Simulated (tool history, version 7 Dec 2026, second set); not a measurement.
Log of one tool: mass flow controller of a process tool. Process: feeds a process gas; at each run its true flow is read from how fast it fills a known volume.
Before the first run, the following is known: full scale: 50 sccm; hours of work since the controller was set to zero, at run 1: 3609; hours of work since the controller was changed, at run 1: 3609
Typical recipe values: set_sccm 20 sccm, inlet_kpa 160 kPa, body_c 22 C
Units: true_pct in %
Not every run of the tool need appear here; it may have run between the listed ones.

run    hour  set_sccm  inlet_kpa  body_c  hours of work since the controller was set to zero  hours of work since the controller was changed  true_pct
  1     0.0        20        160      22                                                3609                                            3609    101.02
  2   178.7        20        160      22                                                3699                                            3699    100.93
  3   254.2        20        160      22                                                3737                                            3737    101.16
  4   406.9        20        160      35                                                3814                                            3814    102.54
  5   522.6        20        160      22                                                3872                                            3872    101.08
  6   674.1        20        160      22                                                3948                                            3948    101.13
  7   834.6        20        160      22                                                4029                                            4029    101.16
  8   916.5        20        160      22                                                4070                                            4070    101.15
  9  1046.1        20        160      22                                                4135                                            4135    101.24
 10  1121.3        20        160      22                                                4173                                            4173    101.12
 11  1221.7        20        160      22                                                4223                                            4223    101.35
 12  1356.6        20        160      22                                                4291                                            4291    101.45
 13  1466.2        20        160      22                                                4346                                            4346    101.26
 14  1545.7        20        160      22                                                4386                                            4386    101.29
 15  1692.8        20        160      22                                                4460                                            4460    101.47
 16  1830.6        40        160      22                                                4530                                            4530    101.09
 17  1918.5        20        160      37                                                4574                                            4574    103.09
 18  2032.3        20        160      37                                                4631                                            4631    103.17
 19  2150.9        20        160      37                                                4691                                            4691    103.06
 20  2304.9        20        160      37                                                4768                                            4768    103.14
 21  2481.8        20        160      37                                                4857                                            4857    103.23
 22  2565.2        20        160      22                                                4899                                            4899    101.63
 23  2659.3        20        160      34                                                4946                                            4946    102.94
 24  2812.3        20        160      22                                                5023                                            5023    101.65
 25  2989.0         9        222      22                                                5112                                            5112    103.48
 26  3109.1        38        160      29                                                5172                                            5172    102.21
 27  3261.1        38        160      29                                                5249                                            5249    102.20
 28  3347.3        38        160      29                                                5292                                            5292    102.20
     3424.0  -- controller's zero set anew
 29  3477.7        10        160      22                                                  27                                            5357    100.29
 30  3628.7        10        160      22                                                 103                                            5433    100.49
 31  3722.0        10        243      23                                                 150                                            5480    101.02
 32  3866.2        10        243      23                                                 222                                            5553    100.97
 33  4009.3        10        151      22                                                 294                                            5625    100.64
 34  4182.3         6        150      24                                                 381                                            5712    100.98
 35  4326.3         6        150      24                                                 454                                            5784    100.95
 36  4487.5        10        234      38                                                 535                                            5865    102.88
 37  4635.9        14        160      30                                                 609                                            5940    101.73
 38  4803.6         7        146      30                                                 694                                            6024    101.73
 39  4897.2         9        144      31                                                 741                                            6071    101.87
 40  5061.4        20        204      20                                                 823                                            6154    100.85
 41  5142.9        20        204      20                                                 864                                            6195    100.97
 42  5252.7        20        204      20                                                 919                                            6250    101.05
 43  5358.4        10        157      21                                                 973                                            6303    101.05
 44  5455.3        10        157      23                                                1021                                            6352    101.29
 45  5546.8        10        157      23                                                1067                                            6398    101.33
 46  5687.2        33        271      23                                                1138                                            6468    101.78
 47  5832.4        33        271      23                                                1211                                            6541    101.84
 48  5923.3        33        271      23                                                1256                                            6587    101.84

Below are 3 alternative next runs, each starting from the tool's condition after run 48. Predict each:
  A  6100.9        29        241      39                                                1346                                            6676         ?
  B  6100.9        31        160      22                                                1346                                            6676         ?
  C  6100.9         6        188      34                                                1346                                            6676         ?

run  true_pct
  A    103.46
  B    101.31
  C    103.23
Without the tool's hidden state the same runs would have given:
run  true_pct
  A    101.38
  B     99.25
  C    100.20
